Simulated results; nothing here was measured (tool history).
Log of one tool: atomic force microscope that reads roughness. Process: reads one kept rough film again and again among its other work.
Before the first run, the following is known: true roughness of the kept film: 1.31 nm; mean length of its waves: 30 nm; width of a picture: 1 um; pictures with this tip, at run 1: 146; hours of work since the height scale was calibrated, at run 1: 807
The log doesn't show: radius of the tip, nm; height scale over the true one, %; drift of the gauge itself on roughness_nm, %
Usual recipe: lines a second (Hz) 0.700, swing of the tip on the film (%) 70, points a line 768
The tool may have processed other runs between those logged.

| run | hour | lines a second (Hz) | swing of the tip on the film (%) | points a line | pictures with this tip | hours of work since the height scale was calibrated | roughness of the kept film (nm (root mean square)) |
|---|---|---|---|---|---|---|---|
| 1 | 0.0 | 0.700 | 70 | 768 | 146 | 807 | 1.146 |
| 2 | 30.2 | 0.700 | 70 | 899 | 189 | 825 | 1.140 |
| 3 | 48.6 | 0.700 | 70 | 269 | 216 | 836 | 1.115 |
|  | 60.5 | new tip fitted |
| 4 | 75.6 | 0.700 | 70 | 558 | 22 | 853 | 1.208 |
| 5 | 100.1 | 0.700 | 59 | 558 | 58 | 868 | 1.231 |
| 6 | 115.2 | 0.700 | 59 | 558 | 79 | 877 | 1.212 |
| 7 | 143.7 | 0.700 | 64 | 768 | 120 | 894 | 1.192 |
| 8 | 158.3 | 0.700 | 64 | 768 | 142 | 903 | 1.185 |
| 9 | 175.7 | 0.700 | 64 | 768 | 167 | 914 | 1.163 |
| 10 | 209.5 | 0.700 | 64 | 768 | 215 | 935 | 1.144 |
|  | 219.8 | new tip fitted |
| 11 | 228.3 | 0.700 | 64 | 768 | 12 | 946 | 1.244 |
| 12 | 243.8 | 0.700 | 70 | 768 | 34 | 955 | 1.208 |
| 13 | 264.2 | 0.700 | 70 | 768 | 64 | 968 | 1.205 |
| 14 | 283.1 | 0.700 | 70 | 768 | 91 | 979 | 1.197 |
| 15 | 308.0 | 0.700 | 70 | 768 | 127 | 995 | 1.177 |
| 16 | 332.7 | 0.700 | 70 | 304 | 163 | 1010 | 1.149 |
|  | 336.3 | height scale calibrated on a step standard |
| 17 | 355.7 | 0.700 | 70 | 304 | 194 | 12 | 1.128 |
| 18 | 378.1 | 0.700 | 70 | 768 | 227 | 26 | 1.129 |
|  | 382.7 | new tip fitted |
| 19 | 396.0 | 0.700 | 70 | 768 | 19 | 36 | 1.218 |
| 20 | 423.2 | 0.700 | 70 | 768 | 58 | 53 | 1.207 |
|  | 428.9 | height scale calibrated on a step standard, once more |
| 21 | 443.7 | 0.700 | 70 | 768 | 86 | 9 | 1.170 |
| 22 | 470.7 | 0.739 | 70 | 483 | 125 | 26 | 1.149 |
| 23 | 485.4 | 0.739 | 70 | 483 | 146 | 35 | 1.144 |
| 24 | 518.6 | 0.597 | 70 | 483 | 194 | 55 | 1.124 |
|  | 543.5 | new tip fitted |
| 25 | 550.0 | 0.597 | 70 | 483 | 9 | 74 | 1.208 |
| 26 | 574.0 | 0.597 | 56 | 450 | 44 | 89 | 1.217 |
| 27 | 596.0 | 2.250 | 56 | 450 | 75 | 102 | 1.155 |
| 28 | 611.5 | 2.250 | 56 | 450 | 98 | 112 | 1.150 |
| 29 | 626.3 | 2.250 | 56 | 450 | 119 | 121 | 1.134 |
| 30 | 650.5 | 2.734 | 77 | 768 | 154 | 136 | 0.956 |
| 31 | 675.6 | 2.734 | 77 | 768 | 190 | 151 | 0.939 |
|  | 703.6 | new tip fitted |
| 32 | 710.0 | 2.734 | 77 | 768 | 9 | 172 | 1.008 |
| 33 | 733.4 | 1.235 | 77 | 768 | 43 | 186 | 1.120 |
| 34 | 762.3 | 1.235 | 77 | 768 | 85 | 204 | 1.097 |
| 35 | 788.0 | 1.536 | 59 | 508 | 122 | 220 | 1.149 |
| 36 | 812.9 | 0.770 | 61 | 782 | 158 | 235 | 1.159 |
| 37 | 837.6 | 3.707 | 70 | 311 | 194 | 250 | 0.942 |
| 38 | 861.0 | 3.050 | 70 | 317 | 227 | 264 | 0.971 |
|  | 863.1 | new tip fitted |
| 39 | 893.0 | 3.050 | 70 | 317 | 43 | 284 | 1.025 |
| 40 | 920.0 | 0.656 | 57 | 714 | 82 | 300 | 1.203 |
| 41 | 936.8 | 0.656 | 57 | 714 | 106 | 310 | 1.195 |

Hidden state at the last listed run before each entry between runs and at the first one after, where it differs:
Runs 3 to 4: new tip fitted (hour 60.5)
  radius of the tip, nm: 20.8 -> 6.7; height scale over the true one, %: 1.1 -> 1.12
  the result without the hidden state subtracted from the measured one, roughness of the kept film (nm (root mean square)): -0.085 -> +0.002
Runs 10 to 11: new tip fitted (hour 219.8)
  radius of the tip, nm: 19.8 -> 6; height scale over the true one, %: 1.2 -> 1.22
  the result without the hidden state subtracted from the measured one, roughness of the kept film (nm (root mean square)): -0.080 -> +0.008
Runs 16 to 17: height scale calibrated on a step standard (hour 336.3)
  radius of the tip, nm: 16.6 -> 18.9; height scale over the true one, %: 1.29 -> 1.53
  the result without the hidden state subtracted from the measured one, roughness of the kept film (nm (root mean square)): -0.058 -> -0.070
Runs 18 to 19: new tip fitted (hour 382.7)
  radius of the tip, nm: 21.2 -> 7; height scale over the true one, %: 1.55 -> 1.56
  the result without the hidden state subtracted from the measured one, roughness of the kept film (nm (root mean square)): -0.084 -> +0.005
Runs 20 to 21: height scale calibrated on a step standard, once more (hour 428.9)
  radius of the tip, nm: 9.7 -> 11.5; height scale over the true one, %: 1.58 -> -0.04
  the result without the hidden state subtracted from the measured one, roughness of the kept film (nm (root mean square)): -0.012 -> -0.043
Runs 24 to 25: new tip fitted (hour 543.5)
  radius of the tip, nm: 18.7 -> 5.7; height scale over the true one, %: 0.01 -> 0.03
  the result without the hidden state subtracted from the measured one, roughness of the kept film (nm (root mean square)): -0.086 -> -0.004
Runs 31 to 32: new tip fitted (hour 703.6)
  radius of the tip, nm: 18 -> 5.7; height scale over the true one, %: 0.12 -> 0.14
  the result without the hidden state subtracted from the measured one, roughness of the kept film (nm (root mean square)): -0.067 -> -0.002
Runs 38 to 39: new tip fitted (hour 863.1)
  radius of the tip, nm: 20.6 -> 8.3; height scale over the true one, %: 0.24 -> 0.26
  the result without the hidden state subtracted from the measured one, roughness of the kept film (nm (root mean square)): -0.083 -> -0.016

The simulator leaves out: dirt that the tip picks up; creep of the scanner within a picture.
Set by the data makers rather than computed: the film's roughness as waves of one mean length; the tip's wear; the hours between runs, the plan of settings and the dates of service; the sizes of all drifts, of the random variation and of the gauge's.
